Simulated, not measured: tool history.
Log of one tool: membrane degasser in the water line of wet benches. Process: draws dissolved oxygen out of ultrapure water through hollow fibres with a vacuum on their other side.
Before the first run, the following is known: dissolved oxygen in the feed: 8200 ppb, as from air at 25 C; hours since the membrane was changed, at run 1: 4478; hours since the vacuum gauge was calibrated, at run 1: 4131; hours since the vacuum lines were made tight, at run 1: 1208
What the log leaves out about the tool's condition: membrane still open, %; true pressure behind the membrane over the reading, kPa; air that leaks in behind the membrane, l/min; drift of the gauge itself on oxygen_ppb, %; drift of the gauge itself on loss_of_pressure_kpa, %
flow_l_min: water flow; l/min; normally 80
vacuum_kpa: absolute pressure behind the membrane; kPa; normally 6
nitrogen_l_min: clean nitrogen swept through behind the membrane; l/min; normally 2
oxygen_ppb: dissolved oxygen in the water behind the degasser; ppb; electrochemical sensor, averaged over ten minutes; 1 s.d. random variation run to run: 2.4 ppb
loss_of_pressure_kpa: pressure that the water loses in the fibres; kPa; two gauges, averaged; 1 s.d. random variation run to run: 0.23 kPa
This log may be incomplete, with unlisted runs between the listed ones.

run,hour,flow_l_min,vacuum_kpa,nitrogen_l_min,hours since the membrane was changed,hours since the vacuum gauge was calibrated,hours since the vacuum lines were made tight,oxygen_ppb,loss_of_pressure_kpa
1,0,80,6,2,4478,4131,1208,274.5,62
2,181.1,80,6,2,4659,4312,1390,284.3,62.37
3,342.1,80,6,2,4820,4473,1551,285.7,62.69
4,469.5,80,6,2,4948,4601,1678,288.8,62.48
5,708.2,80,6,2,5186,4839,1917,290.7,62.97
6,847.9,80,8.21,2,5326,4979,2056,457.7,63.07
7,1043.9,80,8.21,2,5522,5175,2252,457.3,63.25
8,1183.7,80,8.21,2,5662,5315,2392,458.7,62.71
9,1372.9,80,3.81,2,5851,5504,2581,127.6,63.35
10,1497.4,80,3.81,2,5975,5628,2706,127.5,63.83
11,1620.2,80,3.81,1.55,6098,5751,2829,151.9,64.03
12,1756.3,80,6,2,6234,5887,2965,299.3,64
13,1895,80,5.53,2,6373,6026,3103,261.5,63.91
14,2045.1,108,6,2,6523,6176,3254,426.1,86.77
15,2197.7,80,6,2,6676,6329,3406,298.4,64.29
16,2367.3,80,6,2,6845,6498,3576,305.3,64.46
17,2544.1,80,6,2.05,7022,6675,3753,297.6,64.34
18,2800.9,80,6,2.05,7279,6932,4009,303.2,65.14
19,3047.7,80,6,2.05,7526,7179,4256,308.7,64.89
20,3155.6,72,6,3.78,7634,7287,4364,171.9,58.93
21,3315.9,75,5.09,1.6,7794,7447,4524,266.1,61.31
22,3460.3,75,5.09,1.6,7938,7591,4669,260.5,61.49
23,3644.3,75,5.09,1.6,8122,7775,4853,267.7,61.64
# hour 3711.3: membrane cartridge changed
24,3844,80,11.19,2,133,7971,5048,672.4,58.27
25,4038.5,80,11.19,2,327,8166,5243,682.4,58.91
26,4148.5,80,11.19,2,437,8276,5353,671,58.88

What does the tool deliver on the next run?
# hour 4203.5: vacuum gauge calibrated
27,4307.4,80,11.19,2,596,104,5511,?,?

oxygen_ppb: 615.5 ppb
loss_of_pressure_kpa: 58.6 kPa
On a tool with no hidden condition, and with the same random variation, this run would have come out at oxygen_ppb 612.9 ppb, loss_of_pressure_kpa 58.13 kPa.
